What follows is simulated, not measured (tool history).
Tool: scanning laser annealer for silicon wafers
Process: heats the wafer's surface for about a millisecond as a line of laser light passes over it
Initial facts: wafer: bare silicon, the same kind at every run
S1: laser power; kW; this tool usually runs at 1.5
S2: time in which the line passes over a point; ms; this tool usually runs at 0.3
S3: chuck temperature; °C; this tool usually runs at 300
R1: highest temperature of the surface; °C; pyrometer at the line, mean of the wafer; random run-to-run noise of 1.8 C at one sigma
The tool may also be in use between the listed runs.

run,day,S1,S2,S3,R1
1,0,1.5,0.3,300,1061
2,0.2,1.5,0.3,280,1042
3,0.592,1.5,0.3,280,1042
4,0.867,1.5,0.3,300,1062
5,1.188,1.5,0.3,335,1096
6,1.438,1.5,0.24,335,1012
7,1.725,1.277,0.3,300,940
8,1.988,1.277,0.3,300,943
9,2.354,1.5,0.228,300,961
10,2.633,1.5,0.228,300,960
11,3.017,1.5,0.31,300,1074
12,3.312,1.5,0.31,300,1072
13,3.512,1.5,0.31,300,1075
14,3.892,1.5,0.31,300,1074
15,4.279,1.513,0.31,300,1081
16,4.483,1.5,0.217,273,921
17,4.829,1.295,0.275,323,941
18,5.167,1.295,0.275,323,939
19,5.346,1.295,0.275,323,941
20,5.654,1.309,0.3,300,955
21,5.908,1.309,0.3,300,959
22,6.071,1.309,0.3,300,957
23,6.271,1.309,0.352,329,1037
24,6.588,1.46,0.3,333,1071
25,6.808,1.56,0.3,284,1080
26,7.179,1.56,0.3,284,1077
27,7.404,1.517,0.314,284,1073
28,7.621,1.311,0.323,306,987
29,8.008,1.311,0.323,306,986

Branching from run 29: 4 alternative next runs. What would each branch give?
A,8.308,1.318,0.279,268,?
B,8.308,1.5,0.3,326,?
C,8.308,1.285,0.323,311,?
D,8.308,1.393,0.278,300,?

run,R1
A,903
B,1086
C,977
D,973
What these runs would have given with no unlogged condition in the tool:
run,R1
A,904
B,1088
C,979
D,974

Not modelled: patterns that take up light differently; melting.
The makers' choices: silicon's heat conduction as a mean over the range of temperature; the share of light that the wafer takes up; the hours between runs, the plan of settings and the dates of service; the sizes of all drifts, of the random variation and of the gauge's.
